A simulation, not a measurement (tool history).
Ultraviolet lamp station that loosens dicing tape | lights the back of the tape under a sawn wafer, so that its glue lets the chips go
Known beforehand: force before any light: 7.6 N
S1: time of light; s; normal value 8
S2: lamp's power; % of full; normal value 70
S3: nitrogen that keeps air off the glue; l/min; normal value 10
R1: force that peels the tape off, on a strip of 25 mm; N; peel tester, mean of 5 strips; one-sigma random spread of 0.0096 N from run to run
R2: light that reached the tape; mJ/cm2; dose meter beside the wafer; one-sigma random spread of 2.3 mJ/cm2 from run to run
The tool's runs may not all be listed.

Run 1, day 0: usual settings. Result: R1 1.159 N, R2 135 mJ/cm2.
Run 2, day 1.454: usual settings but S1 7 s. Result: R1 1.457 N, R2 115 mJ/cm2.
Run 3, day 2.9: usual settings but S1 7 s. Result: R1 1.519 N, R2 118 mJ/cm2.
Run 4, day 4.958: usual settings. Result: R1 1.221 N, R2 125 mJ/cm2.
Run 5, day 7.054: usual settings. Result: R1 1.25 N, R2 123 mJ/cm2.
Run 6, day 8.592: usual settings. Result: R1 1.327 N, R2 123 mJ/cm2.
At day 9.283: lamp changed.
At day 9.483: window cleaned of glue's vapour.
Run 7, day 10.925: usual settings. Result: R1 0.457 N, R2 204 mJ/cm2.
Run 8, day 13.242: usual settings but S2 67 % of full. Result: R1 0.538 N, R2 194 mJ/cm2.
Run 9, day 14.842: usual settings but S2 67 % of full. Result: R1 0.544 N, R2 190 mJ/cm2.
Run 10, day 16.742: usual settings but S3 8 l/min. Result: R1 0.626 N, R2 199 mJ/cm2.
Run 11, day 19.138: usual settings but S3 8 l/min. Result: R1 0.644 N, R2 192 mJ/cm2.
Run 12, day 21.325: usual settings but S2 82 % of full, S3 8 l/min. Result: R1 0.433 N, R2 219 mJ/cm2.
Run 13, day 22.675: usual settings but S2 94 % of full. Result: R1 0.267 N, R2 253 mJ/cm2.
Run 14, day 24.55: usual settings but S2 93 % of full. Result: R1 0.264 N, R2 244 mJ/cm2.
Run 15, day 26.421: usual settings but S2 93 % of full. Result: R1 0.291 N, R2 239 mJ/cm2.
Run 16, day 28.229: usual settings. Result: R1 0.636 N, R2 179 mJ/cm2.
Run 17, day 30.354: usual settings. Result: R1 0.665 N, R2 179 mJ/cm2.
Run 18, day 32.212: usual settings. Result: R1 0.681 N, R2 173 mJ/cm2.
Run 19, day 34.171: usual settings but S3 9 l/min. Result: R1 0.766 N, R2 174 mJ/cm2.
Run 20, day 36.446: usual settings but S3 9 l/min. Result: R1 0.767 N, R2 169 mJ/cm2.
Run 21, day 37.704: usual settings but S2 68 % of full. Result: R1 0.791 N, R2 160 mJ/cm2.
Run 22, day 39.304: usual settings but S3 7 l/min. Result: R1 0.989 N, R2 167 mJ/cm2.
At day 40.379: window cleaned of glue's vapour.
Run 23, day 41.662: usual settings but S1 4 s, S2 75 % of full. Result: R1 1.862 N, R2 96 mJ/cm2.

Run 24 comes next. What will it give?
Run 24, day 43.071: usual settings but S1 4 s, S2 75 % of full. Result: R1 ?, R2 ?.

{"run 24": {"R1": 1.875, "R2": 100}}
The same run, on a tool lacking any hidden state, would have yielded R1 1.488 N, R2 117 mJ/cm2.

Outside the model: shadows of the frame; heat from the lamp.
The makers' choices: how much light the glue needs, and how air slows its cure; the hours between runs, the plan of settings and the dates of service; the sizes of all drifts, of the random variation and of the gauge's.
